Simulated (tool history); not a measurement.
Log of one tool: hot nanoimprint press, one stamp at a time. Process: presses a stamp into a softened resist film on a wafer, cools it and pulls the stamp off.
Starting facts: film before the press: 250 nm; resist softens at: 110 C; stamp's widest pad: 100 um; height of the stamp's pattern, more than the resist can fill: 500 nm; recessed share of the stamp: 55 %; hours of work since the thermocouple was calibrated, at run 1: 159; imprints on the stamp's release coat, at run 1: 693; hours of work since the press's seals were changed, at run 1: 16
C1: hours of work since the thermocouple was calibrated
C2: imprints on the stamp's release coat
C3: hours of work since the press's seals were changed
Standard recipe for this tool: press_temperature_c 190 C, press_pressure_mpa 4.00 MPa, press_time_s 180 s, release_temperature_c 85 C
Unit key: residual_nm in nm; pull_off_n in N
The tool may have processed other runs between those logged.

{"run": 1, "day": 0.0, "press_temperature_c": 190, "press_pressure_mpa": 4.0, "press_time_s": 180, "release_temperature_c": 85, "C1": 159, "C2": 693, "C3": 16, "residual_nm": 120.1, "pull_off_n": 150}
{"day": 0.833, "done": "stamp cleaned and given a new release coat"}
{"run": 2, "day": 0.833, "press_temperature_c": 190, "press_pressure_mpa": 4.0, "press_time_s": 180, "release_temperature_c": 85, "C1": 170, "C2": 0, "C3": 27, "residual_nm": 120.0, "pull_off_n": 144}
{"run": 3, "day": 1.608, "press_temperature_c": 190, "press_pressure_mpa": 4.0, "press_time_s": 180, "release_temperature_c": 85, "C1": 185, "C2": 72, "C3": 41, "residual_nm": 120.3, "pull_off_n": 149}
{"run": 4, "day": 2.354, "press_temperature_c": 190, "press_pressure_mpa": 4.0, "press_time_s": 180, "release_temperature_c": 85, "C1": 199, "C2": 142, "C3": 56, "residual_nm": 119.9, "pull_off_n": 141}
{"run": 5, "day": 2.808, "press_temperature_c": 190, "press_pressure_mpa": 4.0, "press_time_s": 180, "release_temperature_c": 85, "C1": 208, "C2": 184, "C3": 64, "residual_nm": 120.4, "pull_off_n": 149}
{"run": 6, "day": 3.646, "press_temperature_c": 190, "press_pressure_mpa": 4.0, "press_time_s": 180, "release_temperature_c": 85, "C1": 224, "C2": 262, "C3": 80, "residual_nm": 120.5, "pull_off_n": 144}
{"run": 7, "day": 4.308, "press_temperature_c": 184, "press_pressure_mpa": 4.0, "press_time_s": 180, "release_temperature_c": 85, "C1": 237, "C2": 324, "C3": 93, "residual_nm": 144.4, "pull_off_n": 145}
{"run": 8, "day": 5.117, "press_temperature_c": 190, "press_pressure_mpa": 4.0, "press_time_s": 180, "release_temperature_c": 85, "C1": 252, "C2": 399, "C3": 108, "residual_nm": 119.7, "pull_off_n": 151}
{"run": 9, "day": 5.596, "press_temperature_c": 190, "press_pressure_mpa": 4.0, "press_time_s": 180, "release_temperature_c": 85, "C1": 261, "C2": 444, "C3": 117, "residual_nm": 119.5, "pull_off_n": 148}
{"run": 10, "day": 6.158, "press_temperature_c": 190, "press_pressure_mpa": 5.64, "press_time_s": 180, "release_temperature_c": 85, "C1": 272, "C2": 497, "C3": 128, "residual_nm": 104.6, "pull_off_n": 148}
{"run": 11, "day": 6.996, "press_temperature_c": 190, "press_pressure_mpa": 4.0, "press_time_s": 180, "release_temperature_c": 85, "C1": 288, "C2": 574, "C3": 144, "residual_nm": 120.0, "pull_off_n": 148}
{"run": 12, "day": 7.692, "press_temperature_c": 190, "press_pressure_mpa": 4.0, "press_time_s": 180, "release_temperature_c": 85, "C1": 301, "C2": 639, "C3": 157, "residual_nm": 119.7, "pull_off_n": 149}
{"run": 13, "day": 8.442, "press_temperature_c": 190, "press_pressure_mpa": 4.0, "press_time_s": 180, "release_temperature_c": 85, "C1": 315, "C2": 709, "C3": 171, "residual_nm": 120.1, "pull_off_n": 144}
{"day": 9.117, "done": "stamp cleaned and given a new release coat"}
{"run": 14, "day": 9.579, "press_temperature_c": 188, "press_pressure_mpa": 4.52, "press_time_s": 180, "release_temperature_c": 85, "C1": 332, "C2": 43, "C3": 188, "residual_nm": 122.0, "pull_off_n": 148}
{"run": 15, "day": 10.458, "press_temperature_c": 198, "press_pressure_mpa": 4.0, "press_time_s": 299, "release_temperature_c": 90, "C1": 349, "C2": 125, "C3": 205, "residual_nm": 74.7, "pull_off_n": 134}
{"run": 16, "day": 11.033, "press_temperature_c": 190, "press_pressure_mpa": 6.36, "press_time_s": 180, "release_temperature_c": 91, "C1": 360, "C2": 178, "C3": 216, "residual_nm": 99.4, "pull_off_n": 136}
{"run": 17, "day": 11.867, "press_temperature_c": 195, "press_pressure_mpa": 5.91, "press_time_s": 261, "release_temperature_c": 86, "C1": 376, "C2": 256, "C3": 232, "residual_nm": 73.8, "pull_off_n": 140}
{"run": 18, "day": 12.442, "press_temperature_c": 201, "press_pressure_mpa": 2.7, "press_time_s": 234, "release_temperature_c": 85, "C1": 387, "C2": 309, "C3": 243, "residual_nm": 90.7, "pull_off_n": 146}
{"run": 19, "day": 13.346, "press_temperature_c": 189, "press_pressure_mpa": 3.91, "press_time_s": 234, "release_temperature_c": 85, "C1": 404, "C2": 394, "C3": 260, "residual_nm": 113.1, "pull_off_n": 145}
{"run": 20, "day": 14.071, "press_temperature_c": 186, "press_pressure_mpa": 4.5, "press_time_s": 117, "release_temperature_c": 92, "C1": 418, "C2": 461, "C3": 274, "residual_nm": 150.6, "pull_off_n": 128}
{"run": 21, "day": 14.479, "press_temperature_c": 186, "press_pressure_mpa": 4.5, "press_time_s": 117, "release_temperature_c": 79, "C1": 426, "C2": 500, "C3": 282, "residual_nm": 150.7, "pull_off_n": 158}

Below are 5 alternative next runs, each starting from the tool's condition after run 21. Predict each:
{"run": "A", "day": 14.896, "press_temperature_c": 197, "press_pressure_mpa": 4.0, "press_time_s": 180, "release_temperature_c": 85, "C1": 433, "C2": 538, "C3": 290, "residual_nm": "?", "pull_off_n": "?"}
{"run": "B", "day": 14.896, "press_temperature_c": 186, "press_pressure_mpa": 4.5, "press_time_s": 117, "release_temperature_c": 78, "C1": 433, "C2": 538, "C3": 290, "residual_nm": "?", "pull_off_n": "?"}
{"run": "C", "day": 14.896, "press_temperature_c": 189, "press_pressure_mpa": 3.24, "press_time_s": 180, "release_temperature_c": 92, "C1": 433, "C2": 538, "C3": 290, "residual_nm": "?", "pull_off_n": "?"}
{"run": "D", "day": 14.896, "press_temperature_c": 197, "press_pressure_mpa": 3.3, "press_time_s": 117, "release_temperature_c": 79, "C1": 433, "C2": 538, "C3": 290, "residual_nm": "?", "pull_off_n": "?"}
{"run": "E", "day": 14.896, "press_temperature_c": 199, "press_pressure_mpa": 4.0, "press_time_s": 180, "release_temperature_c": 86, "C1": 433, "C2": 538, "C3": 290, "residual_nm": "?", "pull_off_n": "?"}

run=A residual_nm=96.2 pull_off_n=150
run=B residual_nm=150.3 pull_off_n=166
run=C residual_nm=133.3 pull_off_n=128
run=D residual_nm=123.8 pull_off_n=161
run=E residual_nm=90.8 pull_off_n=144
What these runs would have given with no unlogged condition in the tool:
run=A residual_nm=96.4 pull_off_n=149
run=B residual_nm=150.4 pull_off_n=165
run=C residual_nm=133.5 pull_off_n=127
run=D residual_nm=124.0 pull_off_n=160
run=E residual_nm=91.0 pull_off_n=143
